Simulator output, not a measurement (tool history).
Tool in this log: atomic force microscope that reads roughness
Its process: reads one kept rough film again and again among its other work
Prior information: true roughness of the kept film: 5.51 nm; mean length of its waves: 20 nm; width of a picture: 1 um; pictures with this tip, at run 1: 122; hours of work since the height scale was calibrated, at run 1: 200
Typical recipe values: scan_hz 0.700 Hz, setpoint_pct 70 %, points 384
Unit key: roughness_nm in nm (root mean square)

run	hour	scan_hz	setpoint_pct	points	pictures with this tip	hours of work since the height scale was calibrated	roughness_nm
1	0.0	0.700	70	384	122	200	4.118
2	10.5	0.700	70	912	133	207	4.234
3	17.8	0.700	70	384	141	212	4.146
4	24.9	0.700	70	384	149	216	4.132
5	33.4	0.700	70	384	158	222	4.162
6	42.5	0.700	70	384	168	228	4.160
7	50.0	0.700	70	384	176	232	4.153
8	62.2	0.700	70	384	190	240	4.129
9	76.6	0.700	70	384	205	250	4.153
10	91.4	0.700	70	327	222	259	4.113
11	101.1	1.225	70	384	232	266	4.074
12	115.3	0.700	70	384	248	275	4.172
13	128.4	0.700	70	384	262	283	4.157
14	140.8	0.700	70	384	275	291	4.143
15	154.7	0.700	70	384	290	300	4.128
16	167.2	0.700	70	384	304	308	4.109
17	176.0	0.700	70	260	314	314	4.069
18	187.3	0.788	70	260	326	321	4.060
19	196.1	2.325	81	331	336	327	3.616
20	205.0	2.325	81	331	345	333	3.656
# hour 207.9: new tip fitted
21	213.1	2.325	81	331	6	338	3.668
22	223.5	0.776	70	946	17	344	4.187
23	234.3	0.776	70	946	29	351	4.198
24	241.6	0.776	70	946	37	356	4.163
25	257.1	0.776	70	650	54	366	4.190
26	266.1	1.669	89	462	63	372	3.679
27	274.6	1.669	89	462	73	378	3.642
28	281.5	1.506	70	384	80	382	4.020
29	295.9	1.506	70	384	96	391	4.025
30	307.2	2.643	55	315	108	399	4.049
31	318.1	3.497	73	288	120	406	3.597
32	330.3	0.980	64	840	133	414	4.216
33	343.5	0.980	64	840	148	422	4.199

Results for each run, recomputed without the tool's hidden state and with each run's random variation untouched:
Unlogged tool condition in this case: radius of the tip, nm; height scale over the true one, %; drift of the gauge itself on roughness_nm, %.
run	roughness_nm
1	4.125
2	4.242
3	4.154
4	4.141
5	4.171
6	4.169
7	4.163
8	4.140
9	4.165
10	4.125
11	4.086
12	4.185
13	4.171
14	4.158
15	4.143
16	4.125
17	4.086
18	4.077
19	3.632
20	3.672
21	3.669
22	4.187
23	4.200
24	4.165
25	4.192
26	3.682
27	3.645
28	4.024
29	4.030
30	4.055
31	3.603
32	4.223
33	4.207

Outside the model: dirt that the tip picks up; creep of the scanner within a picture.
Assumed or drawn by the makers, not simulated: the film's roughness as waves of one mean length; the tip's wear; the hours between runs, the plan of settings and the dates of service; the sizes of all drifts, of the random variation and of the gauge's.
